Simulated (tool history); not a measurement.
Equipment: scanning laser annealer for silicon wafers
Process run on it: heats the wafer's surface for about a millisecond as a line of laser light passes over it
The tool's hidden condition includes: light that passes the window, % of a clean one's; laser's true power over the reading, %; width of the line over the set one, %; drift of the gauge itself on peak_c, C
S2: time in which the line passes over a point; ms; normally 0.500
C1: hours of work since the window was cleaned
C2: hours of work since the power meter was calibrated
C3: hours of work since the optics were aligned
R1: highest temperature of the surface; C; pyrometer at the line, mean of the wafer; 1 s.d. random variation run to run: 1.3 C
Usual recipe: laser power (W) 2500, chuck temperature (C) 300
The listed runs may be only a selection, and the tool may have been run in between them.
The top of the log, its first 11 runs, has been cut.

{"run": 12, "day": 9.871, "laser power (W)": 2500, "S2": 0.603, "chuck temperature (C)": 276, "C1": 145, "C2": 343, "C3": 1245, "R1": 1186}
{"run": 13, "day": 11.012, "laser power (W)": 2500, "S2": 0.603, "chuck temperature (C)": 276, "C1": 159, "C2": 357, "C3": 1259, "R1": 1186}
{"run": 14, "day": 11.542, "laser power (W)": 2500, "S2": 0.603, "chuck temperature (C)": 276, "C1": 166, "C2": 364, "C3": 1266, "R1": 1185}
{"run": 15, "day": 12.338, "laser power (W)": 2500, "S2": 0.603, "chuck temperature (C)": 276, "C1": 176, "C2": 374, "C3": 1276, "R1": 1184}
{"run": 16, "day": 12.946, "laser power (W)": 2500, "S2": 0.603, "chuck temperature (C)": 284, "C1": 183, "C2": 382, "C3": 1283, "R1": 1192}
{"run": 17, "day": 13.767, "laser power (W)": 2500, "S2": 0.5, "chuck temperature (C)": 327, "C1": 194, "C2": 392, "C3": 1294, "R1": 1158}
{"run": 18, "day": 14.538, "laser power (W)": 2500, "S2": 0.5, "chuck temperature (C)": 327, "C1": 204, "C2": 402, "C3": 1303, "R1": 1157}
{"run": 19, "day": 15.654, "laser power (W)": 2290, "S2": 0.5, "chuck temperature (C)": 329, "C1": 218, "C2": 416, "C3": 1318, "R1": 1089}
{"run": 20, "day": 16.4, "laser power (W)": 2290, "S2": 0.5, "chuck temperature (C)": 329, "C1": 227, "C2": 425, "C3": 1327, "R1": 1090}
{"run": 21, "day": 17.521, "laser power (W)": 2718, "S2": 0.435, "chuck temperature (C)": 334, "C1": 241, "C2": 440, "C3": 1341, "R1": 1177}
{"run": 22, "day": 18.604, "laser power (W)": 2339, "S2": 0.603, "chuck temperature (C)": 320, "C1": 255, "C2": 453, "C3": 1355, "R1": 1166}
{"run": 23, "day": 19.475, "laser power (W)": 2339, "S2": 0.603, "chuck temperature (C)": 320, "C1": 266, "C2": 464, "C3": 1366, "R1": 1167}
{"day": 19.767, "done": "optics aligned, line set to its width"}
{"run": 24, "day": 20.196, "laser power (W)": 2339, "S2": 0.441, "chuck temperature (C)": 295, "C1": 272, "C2": 471, "C3": 5, "R1": 1023}
{"run": 25, "day": 20.696, "laser power (W)": 2651, "S2": 0.45, "chuck temperature (C)": 272, "C1": 279, "C2": 477, "C3": 12, "R1": 1103}
{"run": 26, "day": 21.496, "laser power (W)": 2500, "S2": 0.492, "chuck temperature (C)": 336, "C1": 289, "C2": 487, "C3": 22, "R1": 1151}
{"run": 27, "day": 22.533, "laser power (W)": 2500, "S2": 0.492, "chuck temperature (C)": 336, "C1": 302, "C2": 500, "C3": 35, "R1": 1151}
{"run": 28, "day": 23.183, "laser power (W)": 2500, "S2": 0.492, "chuck temperature (C)": 336, "C1": 310, "C2": 508, "C3": 43, "R1": 1151}
{"run": 29, "day": 24.121, "laser power (W)": 2421, "S2": 0.499, "chuck temperature (C)": 305, "C1": 322, "C2": 520, "C3": 55, "R1": 1099}
{"day": 25.158, "done": "optics aligned, line set to its width, once more"}
{"run": 30, "day": 25.333, "laser power (W)": 2421, "S2": 0.499, "chuck temperature (C)": 305, "C1": 335, "C2": 533, "C3": 2, "R1": 1116}
{"run": 31, "day": 26.125, "laser power (W)": 2662, "S2": 0.5, "chuck temperature (C)": 306, "C1": 345, "C2": 543, "C3": 12, "R1": 1200}
{"run": 32, "day": 26.967, "laser power (W)": 2500, "S2": 0.495, "chuck temperature (C)": 264, "C1": 355, "C2": 554, "C3": 23, "R1": 1095}
{"run": 33, "day": 27.658, "laser power (W)": 2500, "S2": 0.5, "chuck temperature (C)": 297, "C1": 364, "C2": 562, "C3": 32, "R1": 1135}
{"run": 34, "day": 28.254, "laser power (W)": 2565, "S2": 0.356, "chuck temperature (C)": 297, "C1": 372, "C2": 570, "C3": 39, "R1": 1030}

3 ways to go on from here, each from the tool as it stands after run 34. What would each give?
{"run": "A", "day": 28.908, "laser power (W)": 2672, "S2": 0.356, "chuck temperature (C)": 293, "C1": 380, "C2": 578, "C3": 47, "R1": "?"}
{"run": "B", "day": 28.908, "laser power (W)": 2720, "S2": 0.543, "chuck temperature (C)": 326, "C1": 380, "C2": 578, "C3": 47, "R1": "?"}
{"run": "C", "day": 28.908, "laser power (W)": 2660, "S2": 0.356, "chuck temperature (C)": 297, "C1": 380, "C2": 578, "C3": 47, "R1": "?"}

run=A R1=1055
run=B R1=1272
run=C R1=1057
Had the tool no hidden state, the same runs would have come out as:
run=A R1=1065
run=B R1=1285
run=C R1=1067
